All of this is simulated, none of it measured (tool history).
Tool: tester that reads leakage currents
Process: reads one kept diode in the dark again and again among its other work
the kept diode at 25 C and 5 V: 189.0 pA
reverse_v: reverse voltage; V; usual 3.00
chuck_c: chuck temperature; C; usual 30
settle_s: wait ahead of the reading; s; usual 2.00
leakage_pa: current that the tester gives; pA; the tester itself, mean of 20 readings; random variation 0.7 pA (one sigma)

run   hour  reverse_v  chuck_c  settle_s  leakage_pa
  1    0.0       3.00       30      2.00      247.59
  2   34.1       3.00       30      2.00      248.92
  3   56.3       3.00       30      2.00      248.92
  4   92.4       3.00       30      2.00      249.34
  5  122.2       3.00       30      2.00      250.11
  6  140.7       3.00       29      2.00      231.92
  7  163.0       3.00       30      2.00      251.77
  8  189.9       3.00       30      2.00      251.37
  9  221.2       3.00       30      2.00      251.76
 10  253.6       3.62       34      0.53      373.88
 11  277.4       3.62       58      0.53     2144.88
 12  308.6       3.00       33      2.00      322.04
 13  332.3       3.00       33      2.00      323.05
 14  350.9       2.58       41      2.00      561.65
 15  369.2       2.58       41      2.00      561.00
 16  389.2       2.58       41      2.00      561.13

Forecast each of these 3 alternatives for the next run:
  A  427.9       3.00       30      1.49           ?
  B  427.9      18.26       30      6.11           ?
  C  427.9       2.58       35      1.07           ?

run  leakage_pa
  A      255.72
  B      536.64
  C      357.26
Without the tool's hidden state the same runs would have given:
run  leakage_pa
  A      233.14
  B      482.00
  C      327.62

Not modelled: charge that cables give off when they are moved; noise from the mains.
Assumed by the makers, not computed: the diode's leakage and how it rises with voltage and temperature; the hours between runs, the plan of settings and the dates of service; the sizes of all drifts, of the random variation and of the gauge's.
